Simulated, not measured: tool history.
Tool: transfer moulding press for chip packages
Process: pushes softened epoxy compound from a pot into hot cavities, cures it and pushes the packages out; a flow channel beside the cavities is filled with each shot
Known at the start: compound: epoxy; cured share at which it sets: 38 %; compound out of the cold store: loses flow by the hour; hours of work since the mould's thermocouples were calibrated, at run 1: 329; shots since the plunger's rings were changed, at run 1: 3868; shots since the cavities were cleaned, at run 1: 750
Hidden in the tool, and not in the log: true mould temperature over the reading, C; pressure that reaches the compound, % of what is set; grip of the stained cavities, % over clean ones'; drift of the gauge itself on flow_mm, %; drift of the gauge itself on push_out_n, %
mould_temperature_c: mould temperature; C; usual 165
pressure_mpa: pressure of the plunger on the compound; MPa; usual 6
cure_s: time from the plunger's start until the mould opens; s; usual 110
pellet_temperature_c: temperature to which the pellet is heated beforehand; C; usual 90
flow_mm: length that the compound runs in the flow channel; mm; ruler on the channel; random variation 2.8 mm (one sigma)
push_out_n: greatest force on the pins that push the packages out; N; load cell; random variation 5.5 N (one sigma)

run     day  mould_temperature_c  pressure_mpa  cure_s  pellet_temperature_c  hours of work since the mould's thermocouples were calibrated  shots since the plunger's rings were changed  shots since the cavities were cleaned  incoming compound's hours out of the cold store  flow_mm  push_out_n
  1       0                  165             6     110                    90                                                            329                                          3868                                    750                                             46.2      827         288
      0.783  -- plunger's sealing rings changed
  2   1.188                  165             6     110                    90                                                            341                                            83                                    970                                             46.9      857         295
      2.071  -- cavities cleaned with cleaning compound and waxed
  3   2.825                  165             6     134                    90                                                            359                                           404                                    154                                             16.6      969         213
  4   4.371                  165             6     134                    90                                                            377                                           719                                    469                                             24.2      934         249
  5   5.454                  165             6     134                    90                                                            389                                           939                                    689                                             38.5      879         271
  6   6.642                  165             6     134                    90                                                            402                                          1181                                    931                                             10.7      981         283
        7.8  -- cavities cleaned with cleaning compound and waxed
  7   8.633                  165             6     134                    90                                                            424                                          1573                                    169                                             35.6      880         213
  8  10.346                  165             6     110                    90                                                            444                                          1922                                    518                                               42      852         271
  9  11.646                  165             6     110                    90                                                            458                                          2186                                    782                                             39.2      859         280
     13.467  -- cavities cleaned with cleaning compound and waxed
 10  13.712                  165             6     110                    90                                                            481                                          2595                                     50                                             39.3      859         209
 11  15.121                  165             6     110                    90                                                            497                                          2881                                    336                                             47.1      828         246
 12  17.429                  165             6     110                    95                                                            523                                          3351                                    806                                             25.6      905         295
 13  18.604                  165             6     110                    95                                                            537                                          3591                                   1046                                             47.2      824         292
     19.204  -- cavities cleaned with cleaning compound and waxed
 14  20.479                  165             6     110                    90                                                            557                                          3959                                    259                                             25.6      896         251
     20.871  -- plunger's sealing rings changed
       21.5  -- mould's thermocouples calibrated
 15  22.696                  165             6     110                    90                                                             14                                           355                                    673                                             15.2      973         302
 16  24.642                  165          5.77     134                    87                                                             36                                           750                                   1068                                             32.8      879         277

Forecast run 17:
     25.212  -- cavities cleaned with cleaning compound and waxed
 17  25.85                  163          5.05     137                    91                                                             49                                           984                                    130                                               17        ?           ?

flow_mm: 882 mm
push_out_n: 212 N
Without the tool's hidden state the same run would have given flow_mm 893 mm, push_out_n 176 N.

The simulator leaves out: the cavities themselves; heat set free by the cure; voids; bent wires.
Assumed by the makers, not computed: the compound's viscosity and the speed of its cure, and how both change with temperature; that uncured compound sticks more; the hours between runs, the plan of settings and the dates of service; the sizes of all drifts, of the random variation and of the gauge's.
